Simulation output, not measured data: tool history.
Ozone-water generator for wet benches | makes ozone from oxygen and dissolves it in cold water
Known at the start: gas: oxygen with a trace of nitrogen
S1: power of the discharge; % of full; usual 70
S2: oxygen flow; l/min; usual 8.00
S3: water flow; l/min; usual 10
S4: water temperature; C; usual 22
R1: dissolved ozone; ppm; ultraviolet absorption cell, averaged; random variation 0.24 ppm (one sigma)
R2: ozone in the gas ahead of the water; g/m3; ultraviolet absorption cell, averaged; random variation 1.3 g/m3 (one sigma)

run,hour,S1,S2,S3,S4,R1,R2
1,0.0,70,8.00,10,22,34.4,234.0
2,28.9,70,8.00,10,22,34.2,235.4
3,45.2,70,5.60,10,22,37.1,282.6
4,64.5,70,5.60,10,22,36.5,278.4
5,95.2,70,5.60,10,22,36.6,281.5
6,127.4,70,5.60,10,22,36.9,282.1
7,145.9,70,8.00,10,22,34.4,234.3
8,167.5,70,8.00,10,26,30.8,235.1
9,182.4,70,8.00,10,26,31.0,232.4
10,215.0,70,8.00,8,26,35.0,234.0
11,246.1,70,8.00,8,26,35.5,231.7
12,260.5,70,8.00,10,14,40.8,234.0
13,286.8,70,8.00,10,14,41.1,234.3
14,310.5,70,8.00,10,22,34.3,232.1
15,336.5,78,8.00,10,29,30.7,248.6
16,351.0,82,5.74,8,20,48.8,308.0
17,366.4,82,5.74,8,20,49.1,304.3
18,397.3,70,8.00,15,22,25.8,232.4
19,411.9,69,8.00,7,20,43.3,232.3
20,437.8,69,8.00,7,20,43.4,230.1
21,466.9,97,6.24,10,19,47.6,327.4
22,484.5,97,6.24,16,26,29.1,329.5
23,509.3,97,6.24,16,26,28.9,327.8
24,528.9,45,11.08,6,15,35.7,146.7
25,560.3,52,7.62,10,22,28.5,196.1
26,585.6,52,7.62,10,22,28.3,195.5
27,614.5,52,7.62,10,22,28.6,198.0
28,630.9,96,5.79,10,22,45.1,338.4

Forecast each of these 5 alternatives for the next run:
A,652.8,69,11.99,10,22,?,?
B,652.8,70,5.79,6,20,?,?
C,652.8,96,6.15,10,17,?,?
D,652.8,96,5.79,8,22,?,?
E,652.8,66,10.06,10,17,?,?

run,R1,R2
A,29.5,187.8
B,51.8,274.7
C,49.7,325.8
D,51.5,337.6
E,34.7,199.1
Without the tool's hidden state the same runs would have given:
run,R1,R2
A,31.2,192.5
B,54.4,281.5
C,52.8,335.7
D,54.6,347.9
E,36.7,203.9
